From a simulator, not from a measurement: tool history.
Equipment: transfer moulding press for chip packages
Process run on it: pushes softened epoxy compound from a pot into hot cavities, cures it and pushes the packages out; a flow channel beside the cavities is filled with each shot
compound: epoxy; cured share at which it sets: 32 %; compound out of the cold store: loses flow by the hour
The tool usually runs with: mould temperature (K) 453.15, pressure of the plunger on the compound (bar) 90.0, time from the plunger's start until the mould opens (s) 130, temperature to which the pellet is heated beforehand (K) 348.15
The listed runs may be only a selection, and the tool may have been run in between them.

run,hour,mould temperature (K),pressure of the plunger on the compound (bar),time from the plunger's start until the mould opens (s),temperature to which the pellet is heated beforehand (K),incoming compound's hours out of the cold store,length that the compound runs in the flow channel (mm),greatest force on the pins that push the packages out (N)
1,0.0,453.15,90.0,130,348.15,21.5,734,436
2,20.2,453.15,90.0,130,348.15,12.2,759,438
3,37.6,453.15,90.0,130,348.15,36.7,702,428
# hour 44.1: cavities cleaned with cleaning compound and waxed
4,59.3,453.15,90.0,130,348.15,16.8,745,423
5,85.8,453.15,90.0,130,348.15,20.8,739,455
6,98.7,453.15,90.0,150,348.15,28.2,724,401
7,112.0,453.15,90.0,125,348.15,31.7,728,458
8,128.2,461.15,75.3,130,350.15,18.2,648,393
9,141.7,453.15,100.6,111,348.15,31.1,761,529
10,162.2,453.15,100.6,111,348.15,31.2,759,506

Run 11, settings as shown, results not yet in. Your forecast:
# hour 174.0: cavities cleaned with cleaning compound and waxed
11,176.7,453.15,100.6,111,348.15,24.9,?,?

{"run 11": {"length that the compound runs in the flow channel (mm)": 772, "greatest force on the pins that push the packages out (N)": 526}}
Without the tool's hidden state the same run would have given length that the compound runs in the flow channel (mm) 772, greatest force on the pins that push the packages out (N) 526.

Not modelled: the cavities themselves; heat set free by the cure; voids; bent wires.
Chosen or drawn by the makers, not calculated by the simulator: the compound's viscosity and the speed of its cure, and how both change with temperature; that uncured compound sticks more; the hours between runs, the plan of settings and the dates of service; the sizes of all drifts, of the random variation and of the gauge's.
